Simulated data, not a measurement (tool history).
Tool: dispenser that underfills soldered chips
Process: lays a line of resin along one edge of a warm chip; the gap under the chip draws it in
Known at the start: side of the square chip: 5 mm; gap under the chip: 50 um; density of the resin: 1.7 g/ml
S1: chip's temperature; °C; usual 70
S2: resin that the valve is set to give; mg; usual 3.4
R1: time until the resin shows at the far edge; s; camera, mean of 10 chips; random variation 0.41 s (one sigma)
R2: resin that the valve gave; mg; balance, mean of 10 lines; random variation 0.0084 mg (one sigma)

run   hour  S1    S2    R1     R2
  1      0  70   3.4  32.4  3.295
       4.9  -- new syringe of resin
  2    9.7  70   3.4  32.2   3.26
      15.5  -- new syringe of resin
        17  -- dispensing valve cleaned and set on the balance
  3   22.1  68   3.4  37.3  3.378
      26.7  -- new syringe of resin
  4   33.5  68   3.4  37.3  3.357
      37.3  -- new syringe of resin
  5   41.1  68   3.4  33.5   3.33
      47.5  -- new syringe of resin
  6   49.2  68   3.4  31.4  3.327
      57.9  -- new syringe of resin
  7   57.9  68   3.4  29.7  3.297
  8   65.2  57   3.4  63.6  3.284
      68.6  -- new syringe of resin
  9   75.1  57   3.4  63.5  3.256
      78.9  -- new syringe of resin
      84.1  -- dispensing valve cleaned and set on the balance
 10   85.3  57   3.4  59.2  3.394
      89.8  -- new syringe of resin
 11   90.8  57   3.4  51.9  3.381
      99.9  -- new syringe of resin
 12  100.5  57   3.4  53.9  3.346
     110.3  -- new syringe of resin
 13  112.5  57   3.4  53.5   3.34
     120.4  -- new syringe of resin
 14  120.4  57   3.4  50.3  3.325
     130.5  -- new syringe of resin
 15  131.9  57   3.4  52.9  3.298
     140.9  -- new syringe of resin
 16  141.8  55  4.13  55.9  3.956
 17  149.1  70  3.29  35.3  3.153
       151  -- new syringe of resin
       152  -- dispensing valve cleaned and set on the balance
 18  158.7  82  3.85  19.5  3.846
     162.1  -- new syringe of resin
 19  166.5  59  3.19  53.1  3.185
     172.5  -- new syringe of resin
 20  175.4  82     4  17.4  3.951
     183.1  -- new syringe of resin
 21  183.5  76  3.39  20.4  3.347
 22  191.1  62  3.79  48.4  3.699
     193.5  -- new syringe of resin
 23  198.7  62  3.79  45.8  3.681
       204  -- new syringe of resin
 24  208.4  61  3.71  45.1  3.572
     214.3  -- new syringe of resin
 25  216.3  78  3.57  19.8   3.45
     219.2  -- dispensing valve cleaned and set on the balance
     225.4  -- new syringe of resin
 26    229  78  3.77  20.5   3.75
     235.8  -- new syringe of resin
 27  237.5  56  3.72  53.4  3.694
     245.9  -- new syringe of resin
 28  247.7  56  3.72  53.1  3.671

Forecast each of these 4 alternatives for the next run:
  A  255.4  72  4.38   ?   ?
  B  255.4  56  3.41   ?   ?
  C  255.4  69  3.72   ?   ?
  D  255.4  76  3.72   ?   ?

run    R1     R2
  A  31.5  4.296
  B  71.5  3.343
  C  37.2  3.653
  D  27.5  3.661
Without the tool's hidden state the same runs would have given:
run    R1     R2
  A    25  4.378
  B  57.2  3.407
  C  29.5  3.723
  D  21.9  3.731
